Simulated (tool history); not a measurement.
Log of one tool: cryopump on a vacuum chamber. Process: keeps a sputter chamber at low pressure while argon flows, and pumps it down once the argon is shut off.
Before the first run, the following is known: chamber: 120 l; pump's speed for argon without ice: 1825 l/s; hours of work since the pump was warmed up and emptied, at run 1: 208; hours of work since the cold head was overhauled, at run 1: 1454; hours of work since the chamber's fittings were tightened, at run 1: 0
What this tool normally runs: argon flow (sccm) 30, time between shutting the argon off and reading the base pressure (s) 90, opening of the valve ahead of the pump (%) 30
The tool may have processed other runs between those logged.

| run | hour | argon flow (sccm) | time between shutting the argon off and reading the base pressure (s) | opening of the valve ahead of the pump (%) | hours of work since the pump was warmed up and emptied | hours of work since the cold head was overhauled | hours of work since the chamber's fittings were tightened | pressure while argon flows (Pa) | pressure after the wait (uPa) |
|---|---|---|---|---|---|---|---|---|---|
| 1 | 0 | 30 | 90 | 30 | 208 | 1454 | 0 | 0.0949 | 1.1 |
| 2 | 71.2 | 30 | 90 | 30 | 267 | 1513 | 59 | 0.0936 | 1.11 |
| 3 | 127 | 30 | 90 | 30 | 313 | 1559 | 105 | 0.0945 | 1.19 |
| 4 | 197.8 | 30 | 90 | 30 | 372 | 1618 | 164 | 0.0944 | 1.24 |
| 5 | 235.5 | 30 | 90 | 30 | 403 | 1649 | 195 | 0.094 | 1.25 |
| 6 | 292.5 | 30 | 90 | 53 | 450 | 1696 | 242 | 0.0564 | 1.31 |
| 7 | 327.6 | 30 | 93 | 53 | 479 | 1725 | 271 | 0.0558 | 1.34 |
| 8 | 394.4 | 30 | 93 | 48 | 535 | 1780 | 326 | 0.0623 | 1.39 |
| 9 | 460.4 | 30 | 93 | 48 | 589 | 1835 | 381 | 0.0608 | 1.47 |
| 10 | 499.4 | 30 | 93 | 48 | 621 | 1867 | 413 | 0.0621 | 1.5 |
| 11 | 561.3 | 30 | 93 | 48 | 673 | 1918 | 464 | 0.0611 | 1.57 |
| 12 | 612.6 | 30 | 196 | 30 | 715 | 1961 | 507 | 0.0966 | 1.22 |
| 13 | 666.2 | 30 | 59 | 30 | 759 | 2005 | 551 | 0.0982 | 2.15 |
| 14 | 713 | 30 | 78 | 30 | 798 | 2044 | 590 | 0.0972 | 1.93 |
| 15 | 785.8 | 48 | 25 | 30 | 858 | 2104 | 650 | 0.1571 | 4.15 |
| 16 | 849.2 | 48 | 25 | 30 | 911 | 2156 | 702 | 0.1588 | 4.09 |
| 17 | 902.8 | 43 | 110 | 20 | 955 | 2201 | 747 | 0.2078 | 1.83 |
| 18 | 952.4 | 43 | 110 | 20 | 996 | 2242 | 788 | 0.2082 | 1.89 |
| 19 | 1013.2 | 45 | 27 | 50 | 1046 | 2292 | 838 | 0.0945 | 4.18 |
| 20 | 1072.7 | 34 | 21 | 20 | 1096 | 2341 | 887 | 0.1654 | 5.2 |
| 21 | 1103 | 34 | 21 | 20 | 1121 | 2366 | 912 | 0.1653 | 5.12 |
| 22 | 1166 | 25 | 29 | 16 | 1173 | 2418 | 964 | 0.1517 | 4.08 |
|  | 1205.2 | pump warmed up, emptied and cooled again |
| 23 | 1213.6 | 25 | 29 | 16 | 7 | 2454 | 1000 | 0.1458 | 3.86 |
| 24 | 1282.3 | 25 | 29 | 16 | 64 | 2510 | 1056 | 0.1456 | 4.02 |
| 25 | 1350.7 | 25 | 29 | 16 | 120 | 2567 | 1113 | 0.1458 | 3.95 |

What if the next run were any one of these 3? Each begins from the tool's condition after run 25:
| A | 1421.2 | 14 | 90 | 30 | 179 | 2625 | 1171 | ? | ? |
| B | 1421.2 | 41 | 29 | 16 | 179 | 2625 | 1171 | ? | ? |
| C | 1421.2 | 30 | 71 | 30 | 179 | 2625 | 1171 | ? | ? |

| run | pressure while argon flows (Pa) | pressure after the wait (uPa) |
|---|---|---|
| A | 0.0432 | 2.23 |
| B | 0.2395 | 4.1 |
| C | 0.0951 | 2.45 |
Take away the tool's hidden state, keep each run's random variation, and the runs would have read:
| run | pressure while argon flows (Pa) | pressure after the wait (uPa) |
|---|---|---|
| A | 0.0425 | 1.05 |
| B | 0.2375 | 2.91 |
| C | 0.0937 | 1.27 |
